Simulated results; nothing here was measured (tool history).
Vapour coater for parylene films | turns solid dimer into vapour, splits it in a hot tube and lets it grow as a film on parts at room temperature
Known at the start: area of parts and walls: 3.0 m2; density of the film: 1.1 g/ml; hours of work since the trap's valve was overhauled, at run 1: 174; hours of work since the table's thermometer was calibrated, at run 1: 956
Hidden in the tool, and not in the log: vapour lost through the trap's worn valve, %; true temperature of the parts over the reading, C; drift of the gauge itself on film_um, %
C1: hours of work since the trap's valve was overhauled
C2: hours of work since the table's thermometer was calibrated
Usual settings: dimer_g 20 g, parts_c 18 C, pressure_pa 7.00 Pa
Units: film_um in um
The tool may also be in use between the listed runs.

{"run": 1, "hour": 0.0, "dimer_g": 20, "parts_c": 18, "pressure_pa": 7.0, "C1": 174, "C2": 956, "film_um": 4.25}
{"run": 2, "hour": 23.7, "dimer_g": 20, "parts_c": 18, "pressure_pa": 7.0, "C1": 189, "C2": 970, "film_um": 4.25}
{"run": 3, "hour": 67.4, "dimer_g": 20, "parts_c": 18, "pressure_pa": 7.0, "C1": 214, "C2": 996, "film_um": 4.16}
{"run": 4, "hour": 109.3, "dimer_g": 20, "parts_c": 18, "pressure_pa": 7.0, "C1": 239, "C2": 1021, "film_um": 4.14}
{"run": 5, "hour": 140.3, "dimer_g": 20, "parts_c": 11, "pressure_pa": 7.0, "C1": 258, "C2": 1039, "film_um": 4.64}
{"run": 6, "hour": 191.6, "dimer_g": 20, "parts_c": 18, "pressure_pa": 7.0, "C1": 288, "C2": 1070, "film_um": 4.04}
{"run": 7, "hour": 226.6, "dimer_g": 20, "parts_c": 18, "pressure_pa": 7.0, "C1": 309, "C2": 1091, "film_um": 4.06}
{"run": 8, "hour": 265.1, "dimer_g": 16, "parts_c": 18, "pressure_pa": 7.0, "C1": 332, "C2": 1113, "film_um": 3.17}
{"run": 9, "hour": 290.4, "dimer_g": 16, "parts_c": 18, "pressure_pa": 7.0, "C1": 347, "C2": 1128, "film_um": 3.1}
{"run": 10, "hour": 316.5, "dimer_g": 16, "parts_c": 18, "pressure_pa": 7.0, "C1": 363, "C2": 1144, "film_um": 3.13}
{"hour": 361.5, "done": "trap's valve overhauled"}
{"run": 11, "hour": 363.8, "dimer_g": 18, "parts_c": 18, "pressure_pa": 7.0, "C1": 1, "C2": 1170, "film_um": 4.02}
{"run": 12, "hour": 406.4, "dimer_g": 18, "parts_c": 18, "pressure_pa": 7.0, "C1": 27, "C2": 1195, "film_um": 3.96}
{"run": 13, "hour": 453.8, "dimer_g": 18, "parts_c": 18, "pressure_pa": 7.0, "C1": 55, "C2": 1223, "film_um": 3.92}
{"hour": 460.2, "done": "table's thermometer calibrated"}
{"run": 14, "hour": 498.9, "dimer_g": 18, "parts_c": 18, "pressure_pa": 7.0, "C1": 81, "C2": 23, "film_um": 3.92}
{"run": 15, "hour": 551.6, "dimer_g": 18, "parts_c": 18, "pressure_pa": 7.0, "C1": 112, "C2": 54, "film_um": 3.99}
{"run": 16, "hour": 592.9, "dimer_g": 18, "parts_c": 18, "pressure_pa": 7.0, "C1": 137, "C2": 79, "film_um": 3.93}
{"run": 17, "hour": 628.5, "dimer_g": 18, "parts_c": 18, "pressure_pa": 7.0, "C1": 158, "C2": 100, "film_um": 3.86}
{"run": 18, "hour": 661.9, "dimer_g": 18, "parts_c": 18, "pressure_pa": 7.0, "C1": 178, "C2": 120, "film_um": 3.88}
{"run": 19, "hour": 712.1, "dimer_g": 18, "parts_c": 18, "pressure_pa": 7.0, "C1": 208, "C2": 150, "film_um": 3.74}
{"run": 20, "hour": 758.7, "dimer_g": 18, "parts_c": 18, "pressure_pa": 7.0, "C1": 236, "C2": 177, "film_um": 3.82}
{"run": 21, "hour": 813.1, "dimer_g": 18, "parts_c": 20, "pressure_pa": 7.0, "C1": 268, "C2": 210, "film_um": 3.55}
{"run": 22, "hour": 864.5, "dimer_g": 10, "parts_c": 16, "pressure_pa": 7.0, "C1": 299, "C2": 240, "film_um": 2.09}
{"run": 23, "hour": 902.0, "dimer_g": 10, "parts_c": 15, "pressure_pa": 2.45, "C1": 321, "C2": 263, "film_um": 2.33}
{"run": 24, "hour": 927.0, "dimer_g": 34, "parts_c": 15, "pressure_pa": 3.33, "C1": 336, "C2": 278, "film_um": 7.72}
{"run": 25, "hour": 968.9, "dimer_g": 34, "parts_c": 15, "pressure_pa": 9.67, "C1": 361, "C2": 302, "film_um": 6.94}
{"hour": 1017.6, "done": "trap's valve overhauled"}
{"run": 26, "hour": 1017.6, "dimer_g": 17, "parts_c": 18, "pressure_pa": 3.74, "C1": 0, "C2": 329, "film_um": 4.14}
{"run": 27, "hour": 1061.4, "dimer_g": 12, "parts_c": 21, "pressure_pa": 3.27, "C1": 26, "C2": 355, "film_um": 2.75}
{"run": 28, "hour": 1088.0, "dimer_g": 12, "parts_c": 21, "pressure_pa": 3.27, "C1": 42, "C2": 371, "film_um": 2.77}
{"run": 29, "hour": 1132.3, "dimer_g": 12, "parts_c": 15, "pressure_pa": 5.04, "C1": 68, "C2": 397, "film_um": 2.89}
{"run": 30, "hour": 1158.2, "dimer_g": 12, "parts_c": 15, "pressure_pa": 5.04, "C1": 84, "C2": 413, "film_um": 2.86}
{"run": 31, "hour": 1212.6, "dimer_g": 12, "parts_c": 15, "pressure_pa": 2.0, "C1": 116, "C2": 445, "film_um": 3.12}
{"run": 32, "hour": 1254.0, "dimer_g": 26, "parts_c": 15, "pressure_pa": 2.0, "C1": 141, "C2": 470, "film_um": 6.71}
{"run": 33, "hour": 1295.2, "dimer_g": 11, "parts_c": 26, "pressure_pa": 6.93, "C1": 165, "C2": 494, "film_um": 2.06}
{"run": 34, "hour": 1323.8, "dimer_g": 11, "parts_c": 23, "pressure_pa": 6.92, "C1": 182, "C2": 511, "film_um": 2.12}
{"run": 35, "hour": 1376.3, "dimer_g": 20, "parts_c": 19, "pressure_pa": 8.35, "C1": 213, "C2": 542, "film_um": 4.02}
{"run": 36, "hour": 1424.4, "dimer_g": 20, "parts_c": 19, "pressure_pa": 8.35, "C1": 242, "C2": 571, "film_um": 4.0}
{"run": 37, "hour": 1452.2, "dimer_g": 12, "parts_c": 11, "pressure_pa": 7.0, "C1": 258, "C2": 587, "film_um": 2.79}
{"run": 38, "hour": 1494.0, "dimer_g": 17, "parts_c": 14, "pressure_pa": 7.0, "C1": 283, "C2": 612, "film_um": 3.69}
{"run": 39, "hour": 1520.7, "dimer_g": 20, "parts_c": 18, "pressure_pa": 7.0, "C1": 299, "C2": 628, "film_um": 4.04}
{"run": 40, "hour": 1570.3, "dimer_g": 20, "parts_c": 18, "pressure_pa": 3.2, "C1": 329, "C2": 658, "film_um": 4.24}
{"run": 41, "hour": 1616.2, "dimer_g": 20, "parts_c": 11, "pressure_pa": 2.92, "C1": 356, "C2": 685, "film_um": 4.91}

3 ways to go on from here, each from the tool as it stands after run 41. What would each give?
{"run": "A", "hour": 1654.6, "dimer_g": 18, "parts_c": 11, "pressure_pa": 3.5, "C1": 379, "C2": 708, "film_um": "?"}
{"run": "B", "hour": 1654.6, "dimer_g": 9, "parts_c": 11, "pressure_pa": 4.45, "C1": 379, "C2": 708, "film_um": "?"}
{"run": "C", "hour": 1654.6, "dimer_g": 19, "parts_c": 11, "pressure_pa": 2.92, "C1": 379, "C2": 708, "film_um": "?"}

run=A film_um=4.31
run=B film_um=2.10
run=C film_um=4.71
Without the tool's hidden state the same runs would have given:
run=A film_um=5.06
run=B film_um=2.47
run=C film_um=5.52

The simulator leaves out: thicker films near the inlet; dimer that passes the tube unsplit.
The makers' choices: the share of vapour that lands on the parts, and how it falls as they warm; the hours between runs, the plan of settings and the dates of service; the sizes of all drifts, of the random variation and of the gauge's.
